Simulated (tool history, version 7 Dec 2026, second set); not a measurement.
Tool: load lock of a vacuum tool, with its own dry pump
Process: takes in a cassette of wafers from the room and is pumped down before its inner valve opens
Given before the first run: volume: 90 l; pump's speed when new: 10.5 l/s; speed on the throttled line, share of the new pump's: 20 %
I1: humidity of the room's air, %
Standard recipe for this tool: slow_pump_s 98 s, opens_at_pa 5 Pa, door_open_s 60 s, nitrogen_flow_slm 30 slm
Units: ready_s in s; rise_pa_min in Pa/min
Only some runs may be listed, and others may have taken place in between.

run 1 hour=0 | slow_pump_s=98 opens_at_pa=5 door_open_s=60 nitrogen_flow_slm=30 | I1=46.5 | ready_s=171.2 rise_pa_min=0.023
run 2 hour=86.6 | slow_pump_s=98 opens_at_pa=5 door_open_s=60 nitrogen_flow_slm=30 | I1=45.5 | ready_s=169.8 rise_pa_min=0.02
run 3 hour=145.7 | slow_pump_s=98 opens_at_pa=5 door_open_s=60 nitrogen_flow_slm=30 | I1=44.9 | ready_s=170.9 rise_pa_min=0.025
run 4 hour=209.2 | slow_pump_s=52 opens_at_pa=5 door_open_s=60 nitrogen_flow_slm=30 | I1=47.3 | ready_s=133.9 rise_pa_min=0.022
run 5 hour=254.4 | slow_pump_s=98 opens_at_pa=5 door_open_s=49 nitrogen_flow_slm=30 | I1=43.6 | ready_s=170.8 rise_pa_min=0.024
run 6 hour=334.5 | slow_pump_s=98 opens_at_pa=5 door_open_s=60 nitrogen_flow_slm=30 | I1=42.4 | ready_s=171 rise_pa_min=0.018
run 7 hour=375 | slow_pump_s=98 opens_at_pa=5 door_open_s=60 nitrogen_flow_slm=5 | I1=47.2 | ready_s=171.5 rise_pa_min=0.049
run 8 hour=439.8 | slow_pump_s=98 opens_at_pa=5 door_open_s=60 nitrogen_flow_slm=21 | I1=42.3 | ready_s=171.1 rise_pa_min=0.023
run 9 hour=525.8 | slow_pump_s=98 opens_at_pa=5 door_open_s=60 nitrogen_flow_slm=12 | I1=43.8 | ready_s=169.4 rise_pa_min=0.035
run 10 hour=584.5 | slow_pump_s=98 opens_at_pa=5 door_open_s=60 nitrogen_flow_slm=12 | I1=49 | ready_s=172 rise_pa_min=0.039
run 11 hour=660.4 | slow_pump_s=98 opens_at_pa=5 door_open_s=60 nitrogen_flow_slm=30 | I1=47.1 | ready_s=170.6 rise_pa_min=0.023
run 12 hour=722.3 | slow_pump_s=180 opens_at_pa=5 door_open_s=60 nitrogen_flow_slm=9 | I1=43 | ready_s=233.9 rise_pa_min=0.041
run 13 hour=799.3 | slow_pump_s=180 opens_at_pa=5 door_open_s=60 nitrogen_flow_slm=9 | I1=43.5 | ready_s=233.1 rise_pa_min=0.038

Forecast run 14:
run 14 hour=881.2 | slow_pump_s=180 opens_at_pa=5 door_open_s=60 nitrogen_flow_slm=9 | I1=44.1 | ready_s=? rise_pa_min=?

{"run 14": {"ready_s": 234.4, "rise_pa_min": 0.039}}
Were there no unlogged condition in the tool, this run, its random variation unchanged, would have produced ready_s 229.3 s, rise_pa_min 0.028 Pa/min.
